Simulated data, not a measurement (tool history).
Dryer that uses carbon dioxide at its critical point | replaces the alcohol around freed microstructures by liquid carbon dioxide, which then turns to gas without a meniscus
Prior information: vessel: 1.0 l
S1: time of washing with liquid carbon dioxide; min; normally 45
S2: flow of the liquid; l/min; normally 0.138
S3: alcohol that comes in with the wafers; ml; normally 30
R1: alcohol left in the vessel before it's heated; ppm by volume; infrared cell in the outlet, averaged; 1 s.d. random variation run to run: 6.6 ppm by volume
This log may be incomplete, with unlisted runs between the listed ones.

run     day  S1     S2   S3    R1
  1   0.000  45  0.138   30   324
  2   0.342  45  0.138   30   323
  3   0.583  45  0.138   30   327
  4   0.800  45  0.138   30   328
  5   1.200  45  0.138   30   319
  6   1.558  45  0.191   30    65
  7   1.846  41  0.138   30   493
  8   2.225  41  0.138   30   512
  9   2.629  45  0.138   30   344
 10   2.992  45  0.138   30   342
 11   3.383  45  0.138   30   343
 12   3.800  45  0.108   30   915
 13   4.238  45  0.108   30   947
 14   4.696  45  0.108   30   940
 15   4.958  45  0.108   30   968
 16   5.425  45  0.108   30   945
 17   5.725  45  0.108   30   957
 18   5.946  45  0.138  115  1325
 19   6.375  45  0.138  115  1290
 20   6.712  45  0.138  115  1318
 21   6.900  45  0.138  115  1331
 22   7.171  45  0.138  115  1311
 23   7.588  45  0.138  115  1335
 24   7.817  29  0.133   75  4609
 25   8.167  32  0.096   26  3001
 26   8.383  31  0.208  113  1030
 27   8.679  39  0.104  113  6553
 28   9.112  39  0.104  113  6341
 29   9.371  39  0.104  113  6362
 30   9.575  45  0.187   47   160
 31   9.971  49  0.223   31    73
 32  10.425  49  0.223   31    77
 33  10.858  49  0.223   31    75
 34  11.292  40  0.138   30   656
 35  11.762  40  0.138   30   654
 36  12.038  36  0.136   46  1439
 37  12.504  36  0.136   46  1449
 38  12.854  45  0.150   41   399
 39  13.088  54  0.180   40   114
 40  13.383  54  0.168   67   173
 41  13.729  30  0.221   67   594
 42  14.179  42  0.221  117   213
 43  14.392  42  0.113   93  3273

What if the next run were any one of these 4? Each begins from the tool's condition after run 43:
  A  14.675  53  0.138  30   ?
  B  14.675  37  0.142  27   ?
  C  14.675  45  0.138  66   ?
  D  14.675  67  0.101  24   ?

run   R1
  A  241
  B  710
  C  851
  D  299
Without the tool's hidden state the same runs would have given:
run   R1
  A  126
  B  522
  C  618
  D  173

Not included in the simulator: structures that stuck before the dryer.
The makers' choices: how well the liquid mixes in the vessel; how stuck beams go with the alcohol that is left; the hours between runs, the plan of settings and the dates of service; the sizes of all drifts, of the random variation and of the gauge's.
